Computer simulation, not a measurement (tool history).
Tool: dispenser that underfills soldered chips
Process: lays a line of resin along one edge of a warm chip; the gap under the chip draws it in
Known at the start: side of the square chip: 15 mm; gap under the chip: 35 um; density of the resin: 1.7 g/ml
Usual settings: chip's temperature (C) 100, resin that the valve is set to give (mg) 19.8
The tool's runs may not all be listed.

run  hour  chip's temperature (C)  resin that the valve is set to give (mg)  time until the resin shows at the far edge (s)  resin that the valve gave (mg)
  1   0.0                     100                                      19.8                                           163.3                           18.68
  2   3.0                     103                                      19.8                                           168.0                           18.82
      3.8  -- new syringe of resin
  3   7.8                      87                                      19.8                                           246.7                           18.68
     14.7  -- new syringe of resin
  4  14.8                      99                                      19.8                                           125.6                           18.65
  5  19.4                      99                                      19.8                                           154.8                           18.60
     25.7  -- new syringe of resin
  6  26.2                      99                                      19.8                                           123.3                           18.41
     28.1  -- dispensing valve cleaned and set on the balance
  7  33.8                      99                                      19.8                                           168.3                           19.83
     37.8  -- new syringe of resin
  8  40.7                      88                                      19.8                                           225.1                           19.50
  9  46.8                      91                                      17.0                                           274.1                           16.93
     49.0  -- new syringe of resin
 10  50.3                      91                                      19.8                                           181.8                           19.53
 11  56.9                     112                                      25.6                                           101.6                           24.94

4 ways to go on from here, each from the tool as it stands after run 11. What would each give?
     59.9  -- new syringe of resin
  A  63.0                     108                                      25.6                                               ?                               ?
     59.9  -- new syringe of resin
  B  63.0                     112                                      18.2                                               ?                               ?
     59.9  -- new syringe of resin
  C  63.0                      95                                      22.8                                               ?                               ?
     59.9  -- new syringe of resin
  D  63.0                     114                                      18.2                                               ?                               ?

run  time until the resin shows at the far edge (s)  resin that the valve gave (mg)
  A                                            94.4                           24.96
  B                                            84.2                           17.69
  C                                           164.4                           22.30
  D                                            77.1                           17.70
Without the tool's hidden state the same runs would have given:
run  time until the resin shows at the far edge (s)  resin that the valve gave (mg)
  A                                            78.9                           25.63
  B                                            70.1                           18.17
  C                                           136.8                           22.90
  D                                            64.2                           18.17
